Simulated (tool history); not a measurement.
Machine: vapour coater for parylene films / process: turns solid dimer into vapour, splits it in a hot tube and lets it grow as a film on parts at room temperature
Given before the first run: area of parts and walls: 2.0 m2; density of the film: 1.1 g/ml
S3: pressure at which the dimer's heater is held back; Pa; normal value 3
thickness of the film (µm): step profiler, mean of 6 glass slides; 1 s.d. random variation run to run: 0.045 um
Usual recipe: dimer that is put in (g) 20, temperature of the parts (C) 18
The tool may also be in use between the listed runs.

{"run": 1, "hour": 0.0, "dimer that is put in (g)": 20, "temperature of the parts (C)": 18, "S3": 3, "thickness of the film (µm)": 4.78}
{"run": 2, "hour": 9.5, "dimer that is put in (g)": 20, "temperature of the parts (C)": 18, "S3": 3, "thickness of the film (µm)": 4.75}
{"run": 3, "hour": 20.5, "dimer that is put in (g)": 11, "temperature of the parts (C)": 18, "S3": 3, "thickness of the film (µm)": 2.6}
{"run": 4, "hour": 34.7, "dimer that is put in (g)": 11, "temperature of the parts (C)": 18, "S3": 3, "thickness of the film (µm)": 2.64}
{"run": 5, "hour": 48.8, "dimer that is put in (g)": 11, "temperature of the parts (C)": 18, "S3": 6.4, "thickness of the film (µm)": 2.25}
{"run": 6, "hour": 68.8, "dimer that is put in (g)": 20, "temperature of the parts (C)": 18, "S3": 3, "thickness of the film (µm)": 4.77}
{"run": 7, "hour": 81.6, "dimer that is put in (g)": 20, "temperature of the parts (C)": 18, "S3": 3, "thickness of the film (µm)": 4.73}
{"run": 8, "hour": 96.2, "dimer that is put in (g)": 20, "temperature of the parts (C)": 18, "S3": 3, "thickness of the film (µm)": 4.77}
{"run": 9, "hour": 117.4, "dimer that is put in (g)": 20, "temperature of the parts (C)": 18, "S3": 3, "thickness of the film (µm)": 4.73}
{"run": 10, "hour": 132.6, "dimer that is put in (g)": 20, "temperature of the parts (C)": 18, "S3": 2.01, "thickness of the film (µm)": 5.05}
{"run": 11, "hour": 145.5, "dimer that is put in (g)": 20, "temperature of the parts (C)": 18, "S3": 2.01, "thickness of the film (µm)": 5.07}
{"run": 12, "hour": 162.2, "dimer that is put in (g)": 20, "temperature of the parts (C)": 17, "S3": 3, "thickness of the film (µm)": 4.9}
{"run": 13, "hour": 182.3, "dimer that is put in (g)": 20, "temperature of the parts (C)": 17, "S3": 3, "thickness of the film (µm)": 4.84}
{"run": 14, "hour": 201.0, "dimer that is put in (g)": 20, "temperature of the parts (C)": 12, "S3": 3, "thickness of the film (µm)": 6.21}
{"run": 15, "hour": 214.4, "dimer that is put in (g)": 20, "temperature of the parts (C)": 18, "S3": 3, "thickness of the film (µm)": 4.66}
{"run": 16, "hour": 236.8, "dimer that is put in (g)": 20, "temperature of the parts (C)": 18, "S3": 3, "thickness of the film (µm)": 4.65}
{"run": 17, "hour": 254.1, "dimer that is put in (g)": 20, "temperature of the parts (C)": 18, "S3": 3, "thickness of the film (µm)": 4.66}
{"hour": 268.8, "done": "trap's valve overhauled"}
{"run": 18, "hour": 281.1, "dimer that is put in (g)": 20, "temperature of the parts (C)": 18, "S3": 3, "thickness of the film (µm)": 4.92}
{"run": 19, "hour": 290.7, "dimer that is put in (g)": 20, "temperature of the parts (C)": 18, "S3": 3, "thickness of the film (µm)": 4.98}
{"run": 20, "hour": 300.7, "dimer that is put in (g)": 20, "temperature of the parts (C)": 18, "S3": 3, "thickness of the film (µm)": 4.93}
{"run": 21, "hour": 317.6, "dimer that is put in (g)": 20, "temperature of the parts (C)": 18, "S3": 3, "thickness of the film (µm)": 5.04}
{"run": 22, "hour": 331.9, "dimer that is put in (g)": 25, "temperature of the parts (C)": 18, "S3": 2.46, "thickness of the film (µm)": 6.37}
{"run": 23, "hour": 351.8, "dimer that is put in (g)": 10, "temperature of the parts (C)": 11, "S3": 3, "thickness of the film (µm)": 3.38}
{"run": 24, "hour": 368.9, "dimer that is put in (g)": 10, "temperature of the parts (C)": 11, "S3": 3, "thickness of the film (µm)": 3.36}
{"run": 25, "hour": 382.2, "dimer that is put in (g)": 20, "temperature of the parts (C)": 18, "S3": 2.05, "thickness of the film (µm)": 5.28}
{"run": 26, "hour": 393.4, "dimer that is put in (g)": 20, "temperature of the parts (C)": 18, "S3": 2.05, "thickness of the film (µm)": 5.36}
{"run": 27, "hour": 411.2, "dimer that is put in (g)": 8, "temperature of the parts (C)": 28, "S3": 2.37, "thickness of the film (µm)": 1.31}

Estimate the outcome of run 28 from the log above:
{"run": 28, "hour": 430.5, "dimer that is put in (g)": 19, "temperature of the parts (C)": 20, "S3": 9.17, "thickness of the film (µm)": "?"}

Run 28 came out at thickness of the film (µm) 3.44.
On a tool with no hidden condition, and with the same random variation, this run would have come out at thickness of the film (µm) 3.56.

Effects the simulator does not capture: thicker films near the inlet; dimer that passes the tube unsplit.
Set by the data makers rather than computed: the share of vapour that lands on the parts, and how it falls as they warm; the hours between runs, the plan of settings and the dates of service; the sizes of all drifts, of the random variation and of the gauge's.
